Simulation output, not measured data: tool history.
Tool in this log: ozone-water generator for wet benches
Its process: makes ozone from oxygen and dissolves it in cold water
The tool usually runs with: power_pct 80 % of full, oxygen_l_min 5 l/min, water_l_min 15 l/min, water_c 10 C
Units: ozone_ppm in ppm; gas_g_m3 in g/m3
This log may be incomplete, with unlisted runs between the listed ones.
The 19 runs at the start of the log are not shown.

{"run": 20, "day": 28.817, "power_pct": 80, "oxygen_l_min": 5, "water_l_min": 14, "water_c": 6, "ozone_ppm": 40.2, "gas_g_m3": 241.1}
{"run": 21, "day": 29.696, "power_pct": 90, "oxygen_l_min": 5, "water_l_min": 15, "water_c": 10, "ozone_ppm": 38.8, "gas_g_m3": 259}
{"run": 22, "day": 30.646, "power_pct": 71, "oxygen_l_min": 5.75, "water_l_min": 15, "water_c": 10, "ozone_ppm": 33.5, "gas_g_m3": 209.1}
{"run": 23, "day": 32.133, "power_pct": 80, "oxygen_l_min": 2.6, "water_l_min": 15, "water_c": 10, "ozone_ppm": 30, "gas_g_m3": 303.2}
{"run": 24, "day": 33.292, "power_pct": 80, "oxygen_l_min": 2.6, "water_l_min": 15, "water_c": 10, "ozone_ppm": 30.1, "gas_g_m3": 302.4}
{"run": 25, "day": 34.467, "power_pct": 80, "oxygen_l_min": 2.6, "water_l_min": 19, "water_c": 6, "ozone_ppm": 24.7, "gas_g_m3": 301.9}
{"run": 26, "day": 36.371, "power_pct": 80, "oxygen_l_min": 2.6, "water_l_min": 19, "water_c": 6, "ozone_ppm": 24.5, "gas_g_m3": 301.6}
{"run": 27, "day": 37.642, "power_pct": 80, "oxygen_l_min": 2.6, "water_l_min": 19, "water_c": 6, "ozone_ppm": 24.5, "gas_g_m3": 304.5}
{"run": 28, "day": 39.542, "power_pct": 54, "oxygen_l_min": 5, "water_l_min": 15, "water_c": 10, "ozone_ppm": 26.9, "gas_g_m3": 182.7}
{"run": 29, "day": 41.546, "power_pct": 50, "oxygen_l_min": 5, "water_l_min": 15, "water_c": 8, "ozone_ppm": 26.3, "gas_g_m3": 171.2}
{"run": 30, "day": 43.088, "power_pct": 57, "oxygen_l_min": 2.98, "water_l_min": 15, "water_c": 11, "ozone_ppm": 24, "gas_g_m3": 229.5}

Consider 5 possible next runs. They are alternatives, not a sequence: every one starts from the tool as it was left by run 30. What does each give?
{"run": "A", "day": 44.004, "power_pct": 80, "oxygen_l_min": 5, "water_l_min": 15, "water_c": 9, "ozone_ppm": "?", "gas_g_m3": "?"}
{"run": "B", "day": 44.004, "power_pct": 97, "oxygen_l_min": 5, "water_l_min": 15, "water_c": 10, "ozone_ppm": "?", "gas_g_m3": "?"}
{"run": "C", "day": 44.004, "power_pct": 69, "oxygen_l_min": 2.98, "water_l_min": 16, "water_c": 11, "ozone_ppm": "?", "gas_g_m3": "?"}
{"run": "D", "day": 44.004, "power_pct": 53, "oxygen_l_min": 5, "water_l_min": 15, "water_c": 11, "ozone_ppm": "?", "gas_g_m3": "?"}
{"run": "E", "day": 44.004, "power_pct": 80, "oxygen_l_min": 5, "water_l_min": 12, "water_c": 12, "ozone_ppm": "?", "gas_g_m3": "?"}

run=A ozone_ppm=35.7 gas_g_m3=236.8
run=B ozone_ppm=40 gas_g_m3=270.9
run=C ozone_ppm=26.7 gas_g_m3=259.4
run=D ozone_ppm=26.3 gas_g_m3=180
run=E ozone_ppm=40.3 gas_g_m3=236.4
Without the tool's hidden state the same runs would have given:
run=A ozone_ppm=39.9 gas_g_m3=256.8
run=B ozone_ppm=45.1 gas_g_m3=296.6
run=C ozone_ppm=29.5 gas_g_m3=279.1
run=D ozone_ppm=28.7 gas_g_m3=191
run=E ozone_ppm=45 gas_g_m3=256.3
